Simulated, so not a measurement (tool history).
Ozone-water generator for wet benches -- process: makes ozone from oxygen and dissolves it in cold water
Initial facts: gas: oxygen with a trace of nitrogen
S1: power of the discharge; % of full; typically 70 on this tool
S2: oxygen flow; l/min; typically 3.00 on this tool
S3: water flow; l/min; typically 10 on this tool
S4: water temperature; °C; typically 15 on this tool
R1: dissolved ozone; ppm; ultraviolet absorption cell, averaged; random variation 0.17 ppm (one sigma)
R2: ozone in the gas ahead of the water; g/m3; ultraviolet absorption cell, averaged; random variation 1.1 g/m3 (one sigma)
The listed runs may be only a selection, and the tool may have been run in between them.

run 1 hour=0.0 | S1=70 S2=3.00 S3=10 S4=15 | R1=22.0 R2=194.2
run 2 hour=46.5 | S1=70 S2=3.00 S3=10 S4=9 | R1=23.9 R2=194.8
run 3 hour=82.2 | S1=70 S2=3.00 S3=10 S4=9 | R1=23.9 R2=194.4
run 4 hour=110.0 | S1=70 S2=2.87 S3=10 S4=15 | R1=21.9 R2=197.2
run 5 hour=148.6 | S1=70 S2=3.00 S3=10 S4=15 | R1=21.7 R2=194.6
run 6 hour=185.3 | S1=70 S2=3.00 S3=10 S4=15 | R1=22.1 R2=194.9
run 7 hour=224.8 | S1=70 S2=3.00 S3=10 S4=15 | R1=21.9 R2=194.2
run 8 hour=249.7 | S1=70 S2=3.00 S3=10 S4=15 | R1=22.1 R2=195.1
run 9 hour=291.5 | S1=75 S2=3.00 S3=10 S4=15 | R1=22.7 R2=204.0
run 10 hour=328.1 | S1=75 S2=3.00 S3=10 S4=15 | R1=23.0 R2=203.3
run 11 hour=378.1 | S1=44 S2=3.00 S3=10 S4=15 | R1=15.8 R2=141.9
run 12 hour=410.3 | S1=44 S2=3.00 S3=10 S4=15 | R1=16.0 R2=142.3
run 13 hour=435.7 | S1=70 S2=1.74 S3=9 S4=10 | R1=22.9 R2=240.8
run 14 hour=496.3 | S1=70 S2=1.74 S3=9 S4=10 | R1=22.9 R2=242.5
run 15 hour=551.5 | S1=70 S2=1.74 S3=9 S4=10 | R1=22.7 R2=241.2
run 16 hour=579.6 | S1=70 S2=2.59 S3=10 S4=9 | R1=23.1 R2=205.3
run 17 hour=618.0 | S1=70 S2=2.59 S3=10 S4=9 | R1=22.9 R2=205.5
run 18 hour=669.6 | S1=52 S2=2.12 S3=10 S4=14 | R1=17.0 R2=182.6
run 19 hour=708.8 | S1=52 S2=2.12 S3=10 S4=14 | R1=16.9 R2=182.6
run 20 hour=762.6 | S1=43 S2=3.05 S3=12 S4=17 | R1=13.2 R2=140.9
run 21 hour=820.3 | S1=55 S2=2.34 S3=6 S4=17 | R1=26.1 R2=183.5
run 22 hour=848.6 | S1=55 S2=2.34 S3=6 S4=17 | R1=26.3 R2=182.1

Consider 4 possible next runs. They are alternatives, not a sequence: every one starts from the tool as it was left by run 22. What does each give?
run A hour=893.4 | S1=45 S2=2.34 S3=9 S4=9 | R1=? R2=?
run B hour=893.4 | S1=40 S2=1.92 S3=6 S4=8 | R1=? R2=?
run C hour=893.4 | S1=70 S2=4.52 S3=7 S4=15 | R1=? R2=?
run D hour=893.4 | S1=80 S2=3.60 S3=6 S4=8 | R1=? R2=?

run=A R1=18.4 R2=160.4
run=B R1=23.8 R2=159.0
run=C R1=28.9 R2=165.3
run=D R1=40.5 R2=198.9
Without the tool's hidden state the same runs would have given:
run=A R1=18.4 R2=160.4
run=B R1=23.8 R2=159.1
run=C R1=28.9 R2=165.3
run=D R1=40.5 R2=198.9

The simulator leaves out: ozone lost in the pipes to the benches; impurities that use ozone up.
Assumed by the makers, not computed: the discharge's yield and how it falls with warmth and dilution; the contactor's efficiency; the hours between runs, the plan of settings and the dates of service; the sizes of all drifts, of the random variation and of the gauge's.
